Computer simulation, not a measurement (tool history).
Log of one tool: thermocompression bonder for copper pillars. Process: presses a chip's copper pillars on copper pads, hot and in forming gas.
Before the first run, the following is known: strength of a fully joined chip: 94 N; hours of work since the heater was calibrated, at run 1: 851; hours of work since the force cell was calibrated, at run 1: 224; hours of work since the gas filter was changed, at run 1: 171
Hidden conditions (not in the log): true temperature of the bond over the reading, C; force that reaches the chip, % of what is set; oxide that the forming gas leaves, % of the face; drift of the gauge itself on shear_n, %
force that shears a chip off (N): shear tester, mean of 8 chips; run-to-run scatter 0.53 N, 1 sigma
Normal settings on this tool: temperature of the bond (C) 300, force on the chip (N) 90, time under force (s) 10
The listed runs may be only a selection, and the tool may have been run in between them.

run,hour,temperature of the bond (C),force on the chip (N),time under force (s),hours of work since the heater was calibrated,hours of work since the force cell was calibrated,hours of work since the gas filter was changed,force that shears a chip off (N)
1,0.0,300,90,10,851,224,171,49.2
2,86.9,300,90,10,889,262,209,49.3
# hour 103.3: forming gas filter changed
3,132.9,300,90,10,909,282,13,51.2
4,232.4,300,90,10,952,325,56,50.6
5,280.9,300,90,10,973,346,77,48.5
6,337.2,300,90,10,998,371,102,50.4
7,397.3,300,90,5,1024,397,128,38.9
8,466.7,300,90,5,1054,427,158,39.3
9,557.0,300,90,5,1094,466,198,38.2
# hour 593.1: forming gas filter changed
10,647.7,300,90,5,1133,506,24,39.7
11,690.4,300,90,5,1152,524,42,40.0
12,734.8,300,90,5,1171,544,62,39.4
13,789.6,300,90,10,1195,567,86,50.8
14,858.4,300,90,10,1225,597,116,49.6
# hour 866.7: force cell calibrated
15,916.6,300,90,10,1249,22,140,49.5
16,1005.7,300,90,10,1288,61,179,48.8
# hour 1086.1: forming gas filter changed
17,1099.7,280,90,10,1329,101,6,41.1
# hour 1105.9: force cell calibrated, once more
18,1166.9,280,90,20,1358,27,35,54.6
19,1261.9,325,61,16,1399,68,76,54.3
20,1333.6,300,80,26,1430,99,107,62.2
21,1430.3,300,80,15,1472,141,149,52.9
22,1520.2,297,90,9,1511,180,188,47.8
# hour 1580.0: forming gas filter changed
23,1583.3,297,76,9,1539,208,1,42.0
24,1625.4,297,76,9,1557,226,20,42.3
25,1677.8,307,76,6,1580,249,43,39.7
26,1779.7,313,83,7,1624,293,87,47.5
27,1824.9,310,90,17,1644,313,107,64.6
28,1909.9,310,90,17,1681,350,144,62.8

Hidden state or all else? Some run-to-run changes of force that shears a chip off (N), split into what the settings, what came in and random variation would give without the hidden state, and what is left for the hidden state (with any gauge scatter that isn't in both results):
Run 2 -> 3: forming gas filter changed. force that shears a chip off (N) +1.9: hidden state +1.9, all else +0.0.
Run 17 -> 18: time under force (s) 10 -> 20, force cell calibrated, once more. force that shears a chip off (N) +13.5: hidden state +2.0, all else +11.5.
Run 26 -> 27: temperature of the bond (C) 313 -> 310, force on the chip (N) 83 -> 90, time under force (s) 7 -> 17. force that shears a chip off (N) +17.1: hidden state -0.5, all else +17.6.
